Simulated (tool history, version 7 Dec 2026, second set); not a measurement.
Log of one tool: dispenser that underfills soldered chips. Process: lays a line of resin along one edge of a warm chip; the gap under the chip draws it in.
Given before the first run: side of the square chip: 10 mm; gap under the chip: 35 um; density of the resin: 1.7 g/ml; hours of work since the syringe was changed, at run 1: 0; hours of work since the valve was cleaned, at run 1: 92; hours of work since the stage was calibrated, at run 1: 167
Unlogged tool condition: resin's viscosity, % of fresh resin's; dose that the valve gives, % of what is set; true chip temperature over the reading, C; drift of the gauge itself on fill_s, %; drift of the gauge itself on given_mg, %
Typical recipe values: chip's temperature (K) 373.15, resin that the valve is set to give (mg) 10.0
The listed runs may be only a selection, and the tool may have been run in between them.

| run | hour | chip's temperature (K) | resin that the valve is set to give (mg) | hours of work since the syringe was changed | hours of work since the valve was cleaned | hours of work since the stage was calibrated | time until the resin shows at the far edge (s) | resin that the valve gave (mg) |
|---|---|---|---|---|---|---|---|---|
| 1 | 0.0 | 373.15 | 10.0 | 0 | 92 | 167 | 98.2 | 9.76 |
|  | 7.8 | new syringe of resin |
| 2 | 8.5 | 373.15 | 10.0 | 0 | 97 | 173 | 101.0 | 9.73 |
| 3 | 14.0 | 373.15 | 9.1 | 4 | 101 | 177 | 119.7 | 8.73 |
|  | 16.3 | new syringe of resin |
| 4 | 23.1 | 373.15 | 9.1 | 5 | 107 | 183 | 117.8 | 8.83 |
|  | 25.0 | new syringe of resin |
| 5 | 32.5 | 374.15 | 10.0 | 5 | 113 | 189 | 115.7 | 9.62 |
|  | 33.5 | new syringe of resin |
| 6 | 37.4 | 373.15 | 10.4 | 3 | 117 | 192 | 108.7 | 9.85 |
|  | 42.0 | new syringe of resin |
|  | 43.0 | dispensing valve cleaned and set on the balance |
| 7 | 44.7 | 373.15 | 10.4 | 1 | 1 | 196 | 102.3 | 10.45 |
| 8 | 49.2 | 373.15 | 12.5 | 4 | 4 | 199 | 113.6 | 12.52 |
|  | 51.7 | new syringe of resin |
| 9 | 55.0 | 362.15 | 10.0 | 2 | 8 | 203 | 181.8 | 9.98 |
|  | 60.3 | new syringe of resin |
| 10 | 64.4 | 362.15 | 10.0 | 3 | 14 | 210 | 185.5 | 9.95 |
|  | 69.3 | new syringe of resin |
| 11 | 69.4 | 362.15 | 10.0 | 0 | 18 | 213 | 162.5 | 10.02 |
| 12 | 76.2 | 362.15 | 10.0 | 5 | 22 | 217 | 198.0 | 9.83 |
|  | 78.3 | new syringe of resin |
| 13 | 85.9 | 373.15 | 10.0 | 5 | 29 | 224 | 119.8 | 9.84 |
|  | 87.0 | new syringe of resin |
| 14 | 93.5 | 373.15 | 10.0 | 5 | 34 | 229 | 113.8 | 9.96 |
|  | 95.5 | new syringe of resin |
| 15 | 98.7 | 361.15 | 8.6 | 2 | 37 | 232 | 200.4 | 8.50 |
|  | 104.2 | new syringe of resin |
| 16 | 106.3 | 372.15 | 11.6 | 1 | 42 | 237 | 108.2 | 11.33 |
|  | 113.0 | new syringe of resin |
| 17 | 116.2 | 366.15 | 9.4 | 2 | 49 | 244 | 152.7 | 9.24 |
|  | 121.3 | new syringe of resin |
| 18 | 122.7 | 383.15 | 9.8 | 1 | 53 | 248 | 66.0 | 9.59 |
|  | 130.2 | new syringe of resin |
| 19 | 134.2 | 387.15 | 9.8 | 3 | 61 | 256 | 60.4 | 9.58 |
|  | 138.6 | new syringe of resin |
| 20 | 144.8 | 380.15 | 10.0 | 4 | 68 | 263 | 84.6 | 9.75 |
|  | 147.1 | new syringe of resin |
| 21 | 150.8 | 364.15 | 12.3 | 3 | 72 | 267 | 163.4 | 11.96 |
|  | 155.8 | new syringe of resin |
| 22 | 156.3 | 374.15 | 11.6 | 0 | 75 | 271 | 94.2 | 11.34 |
| 23 | 160.9 | 382.15 | 10.3 | 3 | 79 | 274 | 77.1 | 10.04 |
|  | 164.0 | new syringe of resin |
| 24 | 166.6 | 385.15 | 8.8 | 2 | 82 | 277 | 64.3 | 8.54 |
|  | 173.0 | new syringe of resin |
| 25 | 176.5 | 385.15 | 10.0 | 2 | 89 | 284 | 64.0 | 9.77 |

How the hidden state differs across the entries between the runs, from the last listed run before each to the first after it:
After run 1, before run 2: new syringe of resin (hour 7.8)
  resin's viscosity, % of fresh resin's: 100.7 -> 103.3; dose that the valve gives, % of what is set: 96.65 -> 96.42; true chip temperature over the reading, C: -1.06 -> -1.09
  what was measured, less what the result would be without the hidden state, time until the resin shows at the far edge (s): +5.6 -> +8.3; resin that the valve gave (mg): -0.33 -> -0.36
After run 3, before run 4: new syringe of resin (hour 16.3)
  resin's viscosity, % of fresh resin's: 120.2 -> 120.1; dose that the valve gives, % of what is set: 96.29 -> 96.06; true chip temperature over the reading, C: -1.11 -> -1.14
  what was measured, less what the result would be without the hidden state, time until the resin shows at the far edge (s): +25.5 -> +25.3; resin that the valve gave (mg): -0.34 -> -0.36
After run 4, before run 5: new syringe of resin (hour 25.0)
  resin's viscosity, % of fresh resin's: 120.1 -> 123.1; dose that the valve gives, % of what is set: 96.06 -> 95.83; true chip temperature over the reading, C: -1.14 -> -1.17
  what was measured, less what the result would be without the hidden state, time until the resin shows at the far edge (s): +25.3 -> +27.0; resin that the valve gave (mg): -0.36 -> -0.42
After run 5, before run 6: new syringe of resin (hour 33.5)
  resin's viscosity, % of fresh resin's: 123.1 -> 112.6; dose that the valve gives, % of what is set: 95.83 -> 95.71; true chip temperature over the reading, C: -1.17 -> -1.19
  what was measured, less what the result would be without the hidden state, time until the resin shows at the far edge (s): +27.0 -> +17.6; resin that the valve gave (mg): -0.42 -> -0.45
After run 6, before run 7: new syringe of resin (hour 42.0); dispensing valve cleaned and set on the balance (hour 43.0)
  resin's viscosity, % of fresh resin's: 112.6 -> 104.6; dose that the valve gives, % of what is set: 95.71 -> 100.19; true chip temperature over the reading, C: -1.19 -> -1.21
  what was measured, less what the result would be without the hidden state, time until the resin shows at the far edge (s): +17.6 -> +9.7; resin that the valve gave (mg): -0.45 -> +0.02
After run 8, before run 9: new syringe of resin (hour 51.7)
  resin's viscosity, % of fresh resin's: 118.3 -> 111.2; dose that the valve gives, % of what is set: 100.07 -> 99.92; true chip temperature over the reading, C: -1.22 -> -1.24
  what was measured, less what the result would be without the hidden state, time until the resin shows at the far edge (s): +22.7 -> +27.8; resin that the valve gave (mg): +0.01 -> -0.01
After run 9, before run 10: new syringe of resin (hour 60.3)
  resin's viscosity, % of fresh resin's: 111.2 -> 113.3; dose that the valve gives, % of what is set: 99.92 -> 99.69; true chip temperature over the reading, C: -1.24 -> -1.26
  what was measured, less what the result would be without the hidden state, time until the resin shows at the far edge (s): +27.8 -> +31.5; resin that the valve gave (mg): -0.01 -> -0.03
After run 10, before run 11: new syringe of resin (hour 69.3)
  resin's viscosity, % of fresh resin's: 113.3 -> 99.2; dose that the valve gives, % of what is set: 99.69 -> 99.56; true chip temperature over the reading, C: -1.26 -> -1.28
  what was measured, less what the result would be without the hidden state, time until the resin shows at the far edge (s): +31.5 -> +8.6; resin that the valve gave (mg): -0.03 -> -0.04
After run 12, before run 13: new syringe of resin (hour 78.3)
  resin's viscosity, % of fresh resin's: 119.5 -> 122.7; dose that the valve gives, % of what is set: 99.39 -> 99.16; true chip temperature over the reading, C: -1.3 -> -1.33
  what was measured, less what the result would be without the hidden state, time until the resin shows at the far edge (s): +42.3 -> +28.0; resin that the valve gave (mg): -0.06 -> -0.08
After run 13, before run 14: new syringe of resin (hour 87.0)
  resin's viscosity, % of fresh resin's: 122.7 -> 117.6; dose that the valve gives, % of what is set: 99.16 -> 98.96; true chip temperature over the reading, C: -1.33 -> -1.36
  what was measured, less what the result would be without the hidden state, time until the resin shows at the far edge (s): +28.0 -> +22.9; resin that the valve gave (mg): -0.08 -> -0.10
After run 14, before run 15: new syringe of resin (hour 95.5)
  resin's viscosity, % of fresh resin's: 117.6 -> 112; dose that the valve gives, % of what is set: 98.96 -> 98.85; true chip temperature over the reading, C: -1.36 -> -1.37
  what was measured, less what the result would be without the hidden state, time until the resin shows at the far edge (s): +22.9 -> +33.3; resin that the valve gave (mg): -0.10 -> -0.10
After run 15, before run 16: new syringe of resin (hour 104.2)
  resin's viscosity, % of fresh resin's: 112 -> 106.8; dose that the valve gives, % of what is set: 98.85 -> 98.64; true chip temperature over the reading, C: -1.37 -> -1.4
  what was measured, less what the result would be without the hidden state, time until the resin shows at the far edge (s): +33.3 -> +13.2; resin that the valve gave (mg): -0.10 -> -0.15
After run 16, before run 17: new syringe of resin (hour 113.0)
  resin's viscosity, % of fresh resin's: 106.8 -> 111.3; dose that the valve gives, % of what is set: 98.64 -> 98.41; true chip temperature over the reading, C: -1.4 -> -1.43
  what was measured, less what the result would be without the hidden state, time until the resin shows at the far edge (s): +13.2 -> +24.8; resin that the valve gave (mg): -0.15 -> -0.15
After run 17, before run 18: new syringe of resin (hour 121.3)
  resin's viscosity, % of fresh resin's: 111.3 -> 104.1; dose that the valve gives, % of what is set: 98.41 -> 98.23; true chip temperature over the reading, C: -1.43 -> -1.45
  what was measured, less what the result would be without the hidden state, time until the resin shows at the far edge (s): +24.8 -> +6.6; resin that the valve gave (mg): -0.15 -> -0.17
After run 18, before run 19: new syringe of resin (hour 130.2)
  resin's viscosity, % of fresh resin's: 104.1 -> 112; dose that the valve gives, % of what is set: 98.23 -> 97.94; true chip temperature over the reading, C: -1.45 -> -1.49
  what was measured, less what the result would be without the hidden state, time until the resin shows at the far edge (s): +6.6 -> +9.8; resin that the valve gave (mg): -0.17 -> -0.21
After run 19, before run 20: new syringe of resin (hour 138.6)
  resin's viscosity, % of fresh resin's: 112 -> 118.8; dose that the valve gives, % of what is set: 97.94 -> 97.67; true chip temperature over the reading, C: -1.49 -> -1.52
  what was measured, less what the result would be without the hidden state, time until the resin shows at the far edge (s): +9.8 -> +18.2; resin that the valve gave (mg): -0.21 -> -0.24
After run 20, before run 21: new syringe of resin (hour 147.1)
  resin's viscosity, % of fresh resin's: 118.8 -> 111.5; dose that the valve gives, % of what is set: 97.67 -> 97.54; true chip temperature over the reading, C: -1.52 -> -1.54
  what was measured, less what the result would be without the hidden state, time until the resin shows at the far edge (s): +18.2 -> +27.3; resin that the valve gave (mg): -0.24 -> -0.30
After run 21, before run 22: new syringe of resin (hour 155.8)
  resin's viscosity, % of fresh resin's: 111.5 -> 102.4; dose that the valve gives, % of what is set: 97.54 -> 97.4; true chip temperature over the reading, C: -1.54 -> -1.56
  what was measured, less what the result would be without the hidden state, time until the resin shows at the far edge (s): +27.3 -> +8.6; resin that the valve gave (mg): -0.30 -> -0.31
After run 23, before run 24: new syringe of resin (hour 164.0)
  resin's viscosity, % of fresh resin's: 116 -> 109.1; dose that the valve gives, % of what is set: 97.27 -> 97.11; true chip temperature over the reading, C: -1.57 -> -1.59
  what was measured, less what the result would be without the hidden state, time until the resin shows at the far edge (s): +15.2 -> +9.6; resin that the valve gave (mg): -0.28 -> -0.25
After run 24, before run 25: new syringe of resin (hour 173.0)
  resin's viscosity, % of fresh resin's: 109.1 -> 108.8; dose that the valve gives, % of what is set: 97.11 -> 96.88; true chip temperature over the reading, C: -1.59 -> -1.62
  what was measured, less what the result would be without the hidden state, time until the resin shows at the far edge (s): +9.6 -> +9.2; resin that the valve gave (mg): -0.25 -> -0.31
